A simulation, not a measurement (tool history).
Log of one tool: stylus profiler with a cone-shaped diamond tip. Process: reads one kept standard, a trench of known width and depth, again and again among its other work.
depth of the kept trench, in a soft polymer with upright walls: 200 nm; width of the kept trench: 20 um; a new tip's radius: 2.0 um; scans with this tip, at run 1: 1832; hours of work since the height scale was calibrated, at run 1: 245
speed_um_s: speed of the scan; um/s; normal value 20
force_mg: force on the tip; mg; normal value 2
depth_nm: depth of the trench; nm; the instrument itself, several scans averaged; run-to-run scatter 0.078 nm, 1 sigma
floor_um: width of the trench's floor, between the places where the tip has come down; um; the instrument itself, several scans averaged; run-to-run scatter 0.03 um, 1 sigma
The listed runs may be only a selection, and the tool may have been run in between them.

run    hour  speed_um_s  force_mg  scans with this tip  hours of work since the height scale was calibrated  depth_nm  floor_um
  1       0          20         2                 1832                                                  245    201.34     18.13
  2    43.4          20         2                 2084                                                  279    201.35     18.16
  3   147.8          20         2                 2690                                                  360    201.28     18.22
  4   238.5          20         2                 3215                                                  431    201.24     18.12
  5   308.8          40         2                 3623                                                  485    201.15     18.06
  6   358.1          40         2                 3909                                                  523    201.28     18.01
  7     432          40         2                 4338                                                  581    201.16     18.04
  8   520.7          40         2                 4852                                                  650    201.31     18.13
  9   627.8          40      1.61                 5474                                                  733       201     18.06
 10   724.9          20         2                 6037                                                  808    201.35     18.17
 11   789.5          20         2                 6412                                                  859    201.31     18.18
 12   881.5          20         2                 6946                                                  930    201.37     18.14
 13   949.2          20         2                 7338                                                  983    201.27     18.12
 14  1029.3          10         2                 7803                                                 1045    201.45     18.19
 15  1131.9          17         2                 8398                                                 1125    201.11     18.17
 16  1201.1          17         2                 8799                                                 1178    201.32     18.21
 17  1255.1          69         2                 9113                                                 1220     201.3     17.97
 18  1331.7          69         2                 9557                                                 1280    201.36     17.96
 19  1410.7          55      2.88                10016                                                 1341    201.59     17.96
 20  1507.4           6         2                10577                                                 1416    201.16     18.18
 21  1608.8          34      2.32                11165                                                 1495    201.41     18.11
 22  1697.6          34      2.32                11680                                                 1564    201.45     18.13
 23  1802.2          51      3.01                12287                                                 1645    201.76     18.13
 24  1895.4          36      3.61                12827                                                 1718    201.88     18.13
 25  2000.7          26      0.81                13438                                                 1799    200.64     18.04
 26  2054.9          56      3.43                13752                                                 1841    201.82     18.01
 27  2116.4           8       4.7                14109                                                 1889    202.28     18.21
 28  2193.3           8       4.7                14555                                                 1949    202.31      18.2
 29  2291.8          57      5.28                15126                                                 2025    202.48     18.09
     2336.7  -- height scale calibrated on a step standard
 30  2384.7          80      4.78                15662                                                   37    202.27     18.02
 31  2491.5           6      4.78                16282                                                  120    202.23     18.21
 32  2570.9          47      0.86                16743                                                  182    200.85     17.88
 33  2659.4          11       2.9                17256                                                  251    201.62     18.21

Below are 3 alternative next runs, each starting from the tool's condition after run 33. Predict each:
  A  2710.4          71      1.53                17552                                                  290         ?         ?
  B  2710.4          71       2.9                17552                                                  290         ?         ?
  C  2710.4          27      2.39                17552                                                  290         ?         ?

run  depth_nm  floor_um
  A    201.08     17.93
  B    201.73        18
  C    201.46     18.11
With no hidden state in the tool, these same runs would have given:
run  depth_nm  floor_um
  A    201.07     17.95
  B    201.73     18.02
  C    201.46     18.13
